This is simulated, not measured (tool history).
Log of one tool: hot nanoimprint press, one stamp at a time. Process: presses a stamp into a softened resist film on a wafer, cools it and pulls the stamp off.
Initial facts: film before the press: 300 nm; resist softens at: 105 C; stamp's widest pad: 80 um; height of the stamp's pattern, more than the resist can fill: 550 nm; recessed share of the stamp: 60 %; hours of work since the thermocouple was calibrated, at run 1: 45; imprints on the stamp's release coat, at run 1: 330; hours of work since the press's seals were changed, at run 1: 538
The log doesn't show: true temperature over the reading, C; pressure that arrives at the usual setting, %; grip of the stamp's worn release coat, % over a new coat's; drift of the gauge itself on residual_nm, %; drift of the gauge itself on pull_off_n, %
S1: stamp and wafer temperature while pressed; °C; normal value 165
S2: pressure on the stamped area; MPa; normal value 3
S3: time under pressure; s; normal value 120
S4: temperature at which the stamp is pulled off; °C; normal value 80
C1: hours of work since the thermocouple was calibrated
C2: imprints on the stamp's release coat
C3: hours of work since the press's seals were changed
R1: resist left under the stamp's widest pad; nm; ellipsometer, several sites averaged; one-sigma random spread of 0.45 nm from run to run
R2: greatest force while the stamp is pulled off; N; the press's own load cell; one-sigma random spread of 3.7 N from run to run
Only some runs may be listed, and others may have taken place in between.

run,hour,S1,S2,S3,S4,C1,C2,C3,R1,R2
1,0,165,3,120,80,45,330,538,141.7,198
2,50.7,165,3,120,80,74,441,567,140.5,206
3,86.6,165,3,120,80,94,519,587,141.4,204
4,143.3,165,3,120,80,125,643,618,141,215
# hour 188.7: press's hydraulic seals changed and the load cell set to zero
5,194.5,165,3,120,80,150,738,3,137.9,221
6,260.6,165,3,120,80,187,883,40,137,243
7,305.1,165,3,72,80,212,980,65,162.5,249
8,337,165,3,120,80,229,1050,83,134.9,249
9,381.5,165,3,120,80,254,1147,108,135.1,253
10,411,165,3,120,80,271,1212,125,135,260
# hour 419.1: plate thermocouple calibrated
11,465.5,165,4.79,120,80,26,1324,153,114.9,277
12,523.2,165,4.79,120,80,58,1451,186,114.5,272
13,588.8,165,3,120,80,95,1594,222,141.6,277
14,656.5,165,4.34,120,80,133,1742,260,119.2,296
15,714.7,165,4.34,120,80,166,1870,293,119.1,294
16,777.8,165,3,141,83,201,2008,328,131.2,310
17,820.3,164,2.91,195,83,225,2101,352,123.4,317
18,854.2,165,2.1,120,80,244,2175,371,161.3,324
# hour 882.6: stamp cleaned and given a new release coat
19,905.5,165,2.1,120,80,269,50,396,160.7,183
# hour 916.1: plate thermocouple calibrated
20,942.7,173,3,212,87,15,125,416,74.1,174
21,1006,154,1.87,129,68,50,263,451,249.5,217
22,1048.2,166,4,159,80,74,356,475,104.6,202
23,1079.4,166,4,159,80,92,424,492,104.7,202
24,1107,166,4,159,80,107,484,508,104.9,209
25,1141,164,3,120,69,126,559,527,147.1,232
26,1193.8,164,3,120,69,156,674,556,146.1,234
27,1261.2,164,3,120,69,193,822,594,145.7,264
28,1327.7,167,3,120,79,231,967,631,125.4,238
# hour 1350.3: press's hydraulic seals changed and the load cell set to zero
29,1388.7,167,3,120,79,260,1083,22,121.2,251
# hour 1414.7: plate thermocouple calibrated
30,1455.6,154,2.2,106,73,23,1223,57,252,282

Here are 4 independent what-if runs from the current tool condition. What would each one return?
A,1505.3,167,3.33,106,73,51,1332,85,?,?
B,1505.3,156,2.62,123,73,51,1332,85,?,?
C,1505.3,165,3.96,120,76,51,1332,85,?,?
D,1505.3,154,2.2,179,87,51,1332,85,?,?

run,R1,R2
A,128,301
B,221.1,289
C,125.2,277
D,229.3,261
The same runs, with their run-to-run variation unchanged, on a tool lacking any hidden condition would have given:
run,R1,R2
A,127.2,199
B,220.2,191
C,124.3,183
D,228.5,172
